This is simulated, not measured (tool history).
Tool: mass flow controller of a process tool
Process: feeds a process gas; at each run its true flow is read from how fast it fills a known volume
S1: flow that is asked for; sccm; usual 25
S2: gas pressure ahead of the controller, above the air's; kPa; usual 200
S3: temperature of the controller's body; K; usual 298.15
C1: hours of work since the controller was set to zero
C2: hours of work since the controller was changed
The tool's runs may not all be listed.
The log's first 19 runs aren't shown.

{"run": 20, "day": 294.121, "S1": 7, "S2": 173, "S3": 295.15, "C1": 426, "C2": 426, "true flow (%)": 97.18}
{"run": 21, "day": 311.742, "S1": 36, "S2": 142, "S3": 294.15, "C1": 736, "C2": 736, "true flow (%)": 99.26}
{"run": 22, "day": 328.538, "S1": 36, "S2": 258, "S3": 297.15, "C1": 1032, "C2": 1032, "true flow (%)": 98.68}
{"run": 23, "day": 347.9, "S1": 16, "S2": 275, "S3": 310.15, "C1": 1373, "C2": 1373, "true flow (%)": 96.4}
{"run": 24, "day": 368.292, "S1": 9, "S2": 149, "S3": 307.15, "C1": 1732, "C2": 1732, "true flow (%)": 95.21}
{"run": 25, "day": 385.483, "S1": 25, "S2": 260, "S3": 305.15, "C1": 2035, "C2": 2035, "true flow (%)": 96.98}
{"run": 26, "day": 398.633, "S1": 25, "S2": 260, "S3": 305.15, "C1": 2266, "C2": 2266, "true flow (%)": 96.69}
{"run": 27, "day": 408.346, "S1": 25, "S2": 260, "S3": 305.15, "C1": 2437, "C2": 2437, "true flow (%)": 96.74}
{"run": 28, "day": 423.046, "S1": 25, "S2": 260, "S3": 305.15, "C1": 2696, "C2": 2696, "true flow (%)": 96.29}
{"run": 29, "day": 432.862, "S1": 26, "S2": 246, "S3": 298.15, "C1": 2869, "C2": 2869, "true flow (%)": 96.75}
{"run": 30, "day": 452.912, "S1": 30, "S2": 249, "S3": 298.15, "C1": 3222, "C2": 3222, "true flow (%)": 96.83}
{"run": 31, "day": 465.825, "S1": 30, "S2": 249, "S3": 298.15, "C1": 3449, "C2": 3449, "true flow (%)": 96.68}

4 ways to go on from here, each from the tool as it stands after run 31. What would each give?
{"run": "A", "day": 477.675, "S1": 29, "S2": 187, "S3": 298.15, "C1": 3658, "C2": 3658, "true flow (%)": "?"}
{"run": "B", "day": 477.675, "S1": 25, "S2": 212, "S3": 298.15, "C1": 3658, "C2": 3658, "true flow (%)": "?"}
{"run": "C", "day": 477.675, "S1": 12, "S2": 200, "S3": 298.15, "C1": 3658, "C2": 3658, "true flow (%)": "?"}
{"run": "D", "day": 477.675, "S1": 22, "S2": 249, "S3": 298.15, "C1": 3658, "C2": 3658, "true flow (%)": "?"}

run=A true_flow_(%)=96.54
run=B true_flow_(%)=96.06
run=C true_flow_(%)=93.67
run=D true_flow_(%)=95.62
Without the tool's hidden state the same runs would have given:
run=A true_flow_(%)=98.9
run=B true_flow_(%)=98.63
run=C true_flow_(%)=97.9
run=D true_flow_(%)=98.4
